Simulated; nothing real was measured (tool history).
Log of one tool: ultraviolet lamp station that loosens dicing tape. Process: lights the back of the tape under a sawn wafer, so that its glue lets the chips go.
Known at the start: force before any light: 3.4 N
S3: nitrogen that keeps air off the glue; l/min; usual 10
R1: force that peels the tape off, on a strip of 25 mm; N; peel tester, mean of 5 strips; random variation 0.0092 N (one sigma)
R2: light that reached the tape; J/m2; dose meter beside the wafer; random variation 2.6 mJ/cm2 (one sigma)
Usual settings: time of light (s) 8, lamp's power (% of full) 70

run 1 hour=0 | time_of_light_(s)=8 lamp's_power_(%_of_full)=70 S3=10 | R1=0.432 R2=3170
run 2 hour=22.5 | time_of_light_(s)=8 lamp's_power_(%_of_full)=70 S3=10 | R1=0.448 R2=3200
run 3 hour=54.2 | time_of_light_(s)=8 lamp's_power_(%_of_full)=72 S3=10 | R1=0.414 R2=3270
run 4 hour=76.4 | time_of_light_(s)=8 lamp's_power_(%_of_full)=70 S3=10 | R1=0.447 R2=3130
run 5 hour=106.7 | time_of_light_(s)=8 lamp's_power_(%_of_full)=70 S3=10 | R1=0.447 R2=3130
run 6 hour=124.9 | time_of_light_(s)=8 lamp's_power_(%_of_full)=86 S3=10 | R1=0.35 R2=3810
run 7 hour=146.1 | time_of_light_(s)=8 lamp's_power_(%_of_full)=70 S3=10 | R1=0.446 R2=3110
run 8 hour=170.2 | time_of_light_(s)=8 lamp's_power_(%_of_full)=70 S3=10 | R1=0.441 R2=3100
run 9 hour=192.9 | time_of_light_(s)=8 lamp's_power_(%_of_full)=70 S3=10 | R1=0.435 R2=3070
run 10 hour=209.6 | time_of_light_(s)=8 lamp's_power_(%_of_full)=70 S3=10 | R1=0.472 R2=3080
run 11 hour=232.4 | time_of_light_(s)=8 lamp's_power_(%_of_full)=70 S3=10 | R1=0.449 R2=3060
run 12 hour=259.7 | time_of_light_(s)=8 lamp's_power_(%_of_full)=70 S3=10 | R1=0.459 R2=3040
run 13 hour=278.7 | time_of_light_(s)=5 lamp's_power_(%_of_full)=70 S3=10 | R1=0.864 R2=1910
run 14 hour=305.8 | time_of_light_(s)=5 lamp's_power_(%_of_full)=70 S3=10 | R1=0.854 R2=1870
run 15 hour=340.5 | time_of_light_(s)=15 lamp's_power_(%_of_full)=70 S3=10 | R1=0.244 R2=5520
run 16 hour=370.8 | time_of_light_(s)=15 lamp's_power_(%_of_full)=70 S3=10 | R1=0.255 R2=5550
run 17 hour=396.2 | time_of_light_(s)=15 lamp's_power_(%_of_full)=70 S3=10 | R1=0.258 R2=5520
run 18 hour=425.7 | time_of_light_(s)=15 lamp's_power_(%_of_full)=70 S3=10 | R1=0.253 R2=5500
run 19 hour=452.9 | time_of_light_(s)=15 lamp's_power_(%_of_full)=70 S3=10 | R1=0.27 R2=5400
run 20 hour=485.9 | time_of_light_(s)=8 lamp's_power_(%_of_full)=94 S3=10 | R1=0.336 R2=3910
-- hour=487.8 window cleaned of glue's vapour
run 21 hour=510.5 | time_of_light_(s)=8 lamp's_power_(%_of_full)=94 S3=10 | R1=0.371 R2=3790
run 22 hour=542.7 | time_of_light_(s)=8 lamp's_power_(%_of_full)=70 S3=10 | R1=0.498 R2=2820
run 23 hour=558.4 | time_of_light_(s)=8 lamp's_power_(%_of_full)=70 S3=11 | R1=0.504 R2=2770
run 24 hour=587.6 | time_of_light_(s)=5 lamp's_power_(%_of_full)=70 S3=17 | R1=0.776 R2=1710
run 25 hour=604 | time_of_light_(s)=6 lamp's_power_(%_of_full)=68 S3=10 | R1=0.79 R2=1990
run 26 hour=619.2 | time_of_light_(s)=6 lamp's_power_(%_of_full)=67 S3=10 | R1=0.792 R2=1970
-- hour=636.1 window cleaned of glue's vapour, once more
run 27 hour=637.8 | time_of_light_(s)=6 lamp's_power_(%_of_full)=67 S3=10 | R1=0.725 R2=2220
run 28 hour=671.2 | time_of_light_(s)=9 lamp's_power_(%_of_full)=70 S3=10 | R1=0.375 R2=3440
run 29 hour=692 | time_of_light_(s)=9 lamp's_power_(%_of_full)=70 S3=10 | R1=0.369 R2=3460
run 30 hour=709.4 | time_of_light_(s)=9 lamp's_power_(%_of_full)=95 S3=5 | R1=0.395 R2=4630
run 31 hour=731.3 | time_of_light_(s)=10 lamp's_power_(%_of_full)=60 S3=5 | R1=0.629 R2=3210
run 32 hour=747.3 | time_of_light_(s)=10 lamp's_power_(%_of_full)=60 S3=5 | R1=0.622 R2=3200
run 33 hour=765.6 | time_of_light_(s)=6 lamp's_power_(%_of_full)=70 S3=4 | R1=1.042 R2=2290
run 34 hour=779.8 | time_of_light_(s)=10 lamp's_power_(%_of_full)=93 S3=8 | R1=0.282 R2=4990
run 35 hour=807.2 | time_of_light_(s)=10 lamp's_power_(%_of_full)=93 S3=8 | R1=0.288 R2=4920
run 36 hour=835.2 | time_of_light_(s)=10 lamp's_power_(%_of_full)=96 S3=6 | R1=0.315 R2=4990
run 37 hour=853.2 | time_of_light_(s)=10 lamp's_power_(%_of_full)=70 S3=10 | R1=0.349 R2=3700
run 38 hour=878.7 | time_of_light_(s)=10 lamp's_power_(%_of_full)=70 S3=10 | R1=0.379 R2=3660
run 39 hour=906.2 | time_of_light_(s)=10 lamp's_power_(%_of_full)=70 S3=10 | R1=0.366 R2=3620
run 40 hour=930.9 | time_of_light_(s)=7 lamp's_power_(%_of_full)=81 S3=10 | R1=0.49 R2=2910
run 41 hour=950.2 | time_of_light_(s)=6 lamp's_power_(%_of_full)=71 S3=10 | R1=0.669 R2=2160
run 42 hour=974.2 | time_of_light_(s)=8 lamp's_power_(%_of_full)=73 S3=11 | R1=0.462 R2=2940

Forecast each of these 3 alternatives for the next run:
run A hour=1007 | time_of_light_(s)=7 lamp's_power_(%_of_full)=70 S3=10 | R1=? R2=?
run B hour=1007 | time_of_light_(s)=9 lamp's_power_(%_of_full)=91 S3=13 | R1=? R2=?
run C hour=1007 | time_of_light_(s)=15 lamp's_power_(%_of_full)=70 S3=4 | R1=? R2=?

run=A R1=0.614 R2=2480
run=B R1=0.301 R2=4120
run=C R1=0.359 R2=5280
Without the tool's hidden state the same runs would have given:
run=A R1=0.476 R2=3030
run=B R1=0.267 R2=5020
run=C R1=0.295 R2=6450

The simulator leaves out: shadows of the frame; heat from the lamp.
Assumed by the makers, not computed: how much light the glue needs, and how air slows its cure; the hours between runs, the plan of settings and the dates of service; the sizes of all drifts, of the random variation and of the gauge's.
